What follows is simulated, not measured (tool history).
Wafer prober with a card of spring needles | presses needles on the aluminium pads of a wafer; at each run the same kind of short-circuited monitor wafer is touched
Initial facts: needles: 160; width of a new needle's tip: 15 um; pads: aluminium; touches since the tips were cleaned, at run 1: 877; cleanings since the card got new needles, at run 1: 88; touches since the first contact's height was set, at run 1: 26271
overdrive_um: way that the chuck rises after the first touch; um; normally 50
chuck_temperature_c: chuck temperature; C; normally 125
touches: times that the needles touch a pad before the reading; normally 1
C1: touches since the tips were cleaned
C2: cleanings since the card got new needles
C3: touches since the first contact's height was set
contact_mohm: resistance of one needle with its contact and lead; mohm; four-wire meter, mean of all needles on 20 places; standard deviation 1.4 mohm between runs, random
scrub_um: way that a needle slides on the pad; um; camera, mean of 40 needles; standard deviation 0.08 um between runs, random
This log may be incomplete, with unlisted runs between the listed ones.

{"run": 1, "hour": 0.0, "overdrive_um": 50, "chuck_temperature_c": 125, "touches": 1, "C1": 877, "C2": 88, "C3": 26271, "contact_mohm": 177, "scrub_um": 11.31}
{"hour": 3.2, "done": "tips cleaned on abrasive film"}
{"hour": 9.0, "done": "tips cleaned on abrasive film"}
{"run": 2, "hour": 13.2, "overdrive_um": 50, "chuck_temperature_c": 125, "touches": 1, "C1": 1782, "C2": 90, "C3": 31888, "contact_mohm": 213, "scrub_um": 11.36}
{"hour": 14.2, "done": "tips cleaned on abrasive film"}
{"hour": 19.1, "done": "tips cleaned on abrasive film"}
{"run": 3, "hour": 19.1, "overdrive_um": 50, "chuck_temperature_c": 85, "touches": 1, "C1": 0, "C2": 92, "C3": 34375, "contact_mohm": 133, "scrub_um": 11.25}
{"hour": 24.0, "done": "tips cleaned on abrasive film"}
{"run": 4, "hour": 27.8, "overdrive_um": 50, "chuck_temperature_c": 125, "touches": 1, "C1": 1620, "C2": 93, "C3": 38094, "contact_mohm": 212, "scrub_um": 11.4}
{"hour": 29.1, "done": "tips cleaned on abrasive film"}
{"hour": 34.6, "done": "tips cleaned on abrasive film"}
{"run": 5, "hour": 37.2, "overdrive_um": 50, "chuck_temperature_c": 125, "touches": 1, "C1": 1087, "C2": 95, "C3": 42074, "contact_mohm": 201, "scrub_um": 11.2}
{"hour": 40.3, "done": "tips cleaned on abrasive film"}
{"hour": 45.6, "done": "tips cleaned on abrasive film"}
{"run": 6, "hour": 47.0, "overdrive_um": 50, "chuck_temperature_c": 125, "touches": 1, "C1": 639, "C2": 97, "C3": 46266, "contact_mohm": 174, "scrub_um": 11.12}
{"hour": 50.7, "done": "tips cleaned on abrasive film"}
{"hour": 55.9, "done": "tips cleaned on abrasive film"}
{"run": 7, "hour": 59.9, "overdrive_um": 50, "chuck_temperature_c": 125, "touches": 1, "C1": 1757, "C2": 99, "C3": 51775, "contact_mohm": 221, "scrub_um": 11.1}
{"hour": 61.3, "done": "tips cleaned on abrasive film"}
{"hour": 67.0, "done": "tips cleaned on abrasive film"}
{"run": 8, "hour": 70.3, "overdrive_um": 50, "chuck_temperature_c": 125, "touches": 1, "C1": 1445, "C2": 101, "C3": 56185, "contact_mohm": 212, "scrub_um": 11.03}
{"hour": 72.2, "done": "tips cleaned on abrasive film"}
{"hour": 77.6, "done": "tips cleaned on abrasive film"}
{"run": 9, "hour": 78.9, "overdrive_um": 50, "chuck_temperature_c": 125, "touches": 1, "C1": 557, "C2": 103, "C3": 59835, "contact_mohm": 170, "scrub_um": 11.15}
{"hour": 83.5, "done": "tips cleaned on abrasive film"}
{"hour": 88.4, "done": "tips cleaned on abrasive film"}
{"hour": 93.5, "done": "tips cleaned on abrasive film"}
{"run": 10, "hour": 93.5, "overdrive_um": 50, "chuck_temperature_c": 125, "touches": 1, "C1": 0, "C2": 106, "C3": 66007, "contact_mohm": 136, "scrub_um": 10.92}
{"hour": 98.7, "done": "tips cleaned on abrasive film"}
{"hour": 104.0, "done": "tips cleaned on abrasive film"}
{"run": 11, "hour": 107.3, "overdrive_um": 50, "chuck_temperature_c": 125, "touches": 1, "C1": 1423, "C2": 108, "C3": 71899, "contact_mohm": 209, "scrub_um": 10.86}
{"hour": 109.1, "done": "tips cleaned on abrasive film"}
{"hour": 114.3, "done": "tips cleaned on abrasive film"}
{"run": 12, "hour": 118.3, "overdrive_um": 50, "chuck_temperature_c": 125, "touches": 1, "C1": 1715, "C2": 110, "C3": 76577, "contact_mohm": 224, "scrub_um": 11.02}
{"hour": 119.5, "done": "tips cleaned on abrasive film"}
{"hour": 124.6, "done": "tips cleaned on abrasive film"}
{"run": 13, "hour": 125.7, "overdrive_um": 50, "chuck_temperature_c": 122, "touches": 1, "C1": 494, "C2": 112, "C3": 79719, "contact_mohm": 175, "scrub_um": 10.88}
{"hour": 130.2, "done": "tips cleaned on abrasive film"}
{"hour": 135.1, "done": "tips cleaned on abrasive film"}
{"hour": 135.4, "done": "height of the first contact set anew"}
{"run": 14, "hour": 135.6, "overdrive_um": 50, "chuck_temperature_c": 122, "touches": 1, "C1": 86, "C2": 114, "C3": 86, "contact_mohm": 141, "scrub_um": 11.66}
{"hour": 141.1, "done": "tips cleaned on abrasive film"}
{"run": 15, "hour": 142.0, "overdrive_um": 50, "chuck_temperature_c": 125, "touches": 1, "C1": 394, "C2": 115, "C3": 2823, "contact_mohm": 161, "scrub_um": 11.63}
{"hour": 146.6, "done": "tips cleaned on abrasive film"}
{"hour": 151.5, "done": "tips cleaned on abrasive film"}
{"hour": 156.6, "done": "tips cleaned on abrasive film"}
{"run": 16, "hour": 156.6, "overdrive_um": 51, "chuck_temperature_c": 86, "touches": 2, "C1": 0, "C2": 118, "C3": 9016, "contact_mohm": 125, "scrub_um": 11.76}
{"hour": 161.9, "done": "tips cleaned on abrasive film"}
{"hour": 167.1, "done": "tips cleaned on abrasive film"}
{"run": 17, "hour": 167.1, "overdrive_um": 39, "chuck_temperature_c": 125, "touches": 1, "C1": 15, "C2": 120, "C3": 13480, "contact_mohm": 151, "scrub_um": 8.89}
{"hour": 172.0, "done": "tips cleaned on abrasive film"}
{"hour": 176.9, "done": "tips cleaned on abrasive film"}
{"run": 18, "hour": 178.1, "overdrive_um": 64, "chuck_temperature_c": 27, "touches": 3, "C1": 514, "C2": 122, "C3": 18165, "contact_mohm": 122, "scrub_um": 14.72}
{"hour": 181.9, "done": "tips cleaned on abrasive film"}
{"hour": 187.4, "done": "tips cleaned on abrasive film"}
{"run": 19, "hour": 189.9, "overdrive_um": 38, "chuck_temperature_c": 85, "touches": 1, "C1": 1063, "C2": 124, "C3": 23177, "contact_mohm": 241, "scrub_um": 8.47}
{"hour": 193.0, "done": "tips cleaned on abrasive film"}
{"hour": 198.0, "done": "tips cleaned on abrasive film"}
{"hour": 203.1, "done": "tips cleaned on abrasive film"}
{"run": 20, "hour": 203.8, "overdrive_um": 38, "chuck_temperature_c": 85, "touches": 1, "C1": 306, "C2": 127, "C3": 29071, "contact_mohm": 179, "scrub_um": 8.45}
{"hour": 208.8, "done": "tips cleaned on abrasive film"}
{"run": 21, "hour": 210.8, "overdrive_um": 42, "chuck_temperature_c": 103, "touches": 2, "C1": 862, "C2": 128, "C3": 32092, "contact_mohm": 185, "scrub_um": 9.42}

Run 22 has not been measured yet. What should we expect?
{"hour": 213.9, "done": "tips cleaned on abrasive film"}
{"hour": 219.7, "done": "tips cleaned on abrasive film"}
{"run": 22, "hour": 222.3, "overdrive_um": 42, "chuck_temperature_c": 34, "touches": 2, "C1": 1113, "C2": 130, "C3": 36967, "contact_mohm": "?", "scrub_um": "?"}

Run 22 yielded contact_mohm 187 mohm, scrub_um 9.2 um.
Minus the tool's unlogged condition, the same run would have read contact_mohm 115 mohm, scrub_um 9.58 um.
